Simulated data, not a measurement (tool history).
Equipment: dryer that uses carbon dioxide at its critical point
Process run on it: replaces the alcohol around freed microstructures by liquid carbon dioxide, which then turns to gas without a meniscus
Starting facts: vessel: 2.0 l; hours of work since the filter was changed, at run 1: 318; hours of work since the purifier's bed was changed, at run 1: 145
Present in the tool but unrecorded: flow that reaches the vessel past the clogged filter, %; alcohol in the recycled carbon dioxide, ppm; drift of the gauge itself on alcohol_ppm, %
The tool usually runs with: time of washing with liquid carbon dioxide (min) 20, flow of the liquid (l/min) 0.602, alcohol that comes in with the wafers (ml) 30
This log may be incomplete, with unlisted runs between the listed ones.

| run | hour | time of washing with liquid carbon dioxide (min) | flow of the liquid (l/min) | alcohol that comes in with the wafers (ml) | hours of work since the filter was changed | hours of work since the purifier's bed was changed | alcohol left in the vessel before it's heated (ppm by volume) |
|---|---|---|---|---|---|---|---|
| 1 | 0.0 | 20 | 0.602 | 30 | 318 | 145 | 253 |
| 2 | 7.1 | 20 | 0.602 | 30 | 320 | 148 | 252 |
| 3 | 19.5 | 20 | 0.829 | 30 | 325 | 152 | 94 |
| 4 | 25.9 | 20 | 0.829 | 30 | 327 | 154 | 90 |
| 5 | 35.3 | 20 | 0.829 | 30 | 330 | 157 | 101 |
| 6 | 42.2 | 20 | 0.829 | 30 | 332 | 159 | 90 |
| 7 | 48.4 | 20 | 0.829 | 30 | 334 | 161 | 100 |
| 8 | 60.1 | 20 | 0.602 | 26 | 338 | 165 | 251 |
| 9 | 73.5 | 24 | 0.602 | 26 | 343 | 170 | 136 |
| 10 | 79.9 | 24 | 0.602 | 26 | 345 | 172 | 151 |
| 11 | 86.2 | 24 | 0.602 | 26 | 347 | 174 | 152 |
| 12 | 91.9 | 20 | 0.602 | 30 | 349 | 176 | 291 |
| 13 | 104.7 | 20 | 0.602 | 30 | 353 | 180 | 283 |
| 14 | 111.7 | 20 | 0.602 | 30 | 355 | 182 | 283 |
| 15 | 121.5 | 20 | 0.602 | 30 | 358 | 186 | 288 |
| 16 | 132.6 | 14 | 0.602 | 30 | 362 | 189 | 849 |
| 17 | 144.4 | 14 | 0.602 | 30 | 366 | 193 | 830 |
|  | 152.0 | inlet filter changed |
| 18 | 153.4 | 14 | 0.602 | 30 | 0 | 196 | 561 |
| 19 | 164.4 | 14 | 0.602 | 30 | 4 | 200 | 578 |
| 20 | 178.1 | 14 | 0.602 | 30 | 9 | 204 | 586 |
| 21 | 190.6 | 20 | 0.602 | 68 | 13 | 208 | 345 |
| 22 | 199.9 | 20 | 0.602 | 68 | 16 | 211 | 347 |
| 23 | 211.5 | 20 | 0.602 | 68 | 20 | 215 | 349 |
| 24 | 219.7 | 13 | 0.388 | 49 | 22 | 218 | 3503 |
| 25 | 232.6 | 13 | 0.388 | 49 | 27 | 222 | 3393 |
| 26 | 245.9 | 17 | 0.549 | 24 | 31 | 227 | 373 |
| 27 | 258.3 | 17 | 0.549 | 24 | 35 | 231 | 383 |
| 28 | 268.9 | 17 | 0.549 | 24 | 39 | 234 | 384 |
| 29 | 275.0 | 20 | 0.413 | 25 | 41 | 236 | 588 |
| 30 | 287.7 | 16 | 0.836 | 87 | 45 | 241 | 293 |
| 31 | 298.4 | 20 | 0.602 | 26 | 49 | 244 | 211 |
| 32 | 311.7 | 20 | 0.602 | 35 | 53 | 249 | 239 |
| 33 | 323.6 | 27 | 0.602 | 84 | 57 | 252 | 153 |
| 34 | 331.0 | 15 | 0.774 | 50 | 59 | 255 | 341 |
| 35 | 343.0 | 17 | 0.594 | 93 | 63 | 259 | 959 |
| 36 | 351.1 | 17 | 0.594 | 93 | 66 | 262 | 950 |
| 37 | 357.8 | 17 | 0.594 | 93 | 68 | 264 | 979 |
| 38 | 363.5 | 17 | 0.594 | 93 | 70 | 266 | 955 |
| 39 | 370.9 | 24 | 0.945 | 30 | 73 | 268 | 108 |
| 40 | 382.7 | 24 | 0.503 | 21 | 77 | 272 | 193 |
| 41 | 393.2 | 24 | 0.503 | 21 | 80 | 276 | 199 |
| 42 | 402.6 | 32 | 0.602 | 73 | 83 | 279 | 118 |
| 43 | 408.4 | 12 | 0.562 | 30 | 85 | 281 | 1149 |
| 44 | 414.5 | 19 | 0.553 | 30 | 87 | 283 | 360 |
| 45 | 425.3 | 20 | 0.455 | 60 | 91 | 286 | 988 |
| 46 | 433.1 | 15 | 0.966 | 96 | 93 | 289 | 252 |

Consider 5 possible next runs. They are alternatives, not a sequence: every one starts from the tool as it was left by run 46. What does each give?
| A | 445.1 | 20 | 0.602 | 70 | 97 | 293 | ? |
| B | 445.1 | 20 | 0.602 | 69 | 97 | 293 | ? |
| C | 445.1 | 15 | 0.528 | 63 | 97 | 293 | ? |
| D | 445.1 | 12 | 0.602 | 21 | 97 | 293 | ? |
| E | 445.1 | 16 | 0.598 | 31 | 97 | 293 | ? |

| run | alcohol left in the vessel before it's heated (ppm by volume) |
|---|---|
| A | 412 |
| B | 426 |
| C | 1565 |
| D | 712 |
| E | 479 |
What these runs would have given with no unlogged condition in the tool:
| run | alcohol left in the vessel before it's heated (ppm by volume) |
|---|---|
| A | 255 |
| B | 265 |
| C | 1284 |
| D | 542 |
| E | 320 |

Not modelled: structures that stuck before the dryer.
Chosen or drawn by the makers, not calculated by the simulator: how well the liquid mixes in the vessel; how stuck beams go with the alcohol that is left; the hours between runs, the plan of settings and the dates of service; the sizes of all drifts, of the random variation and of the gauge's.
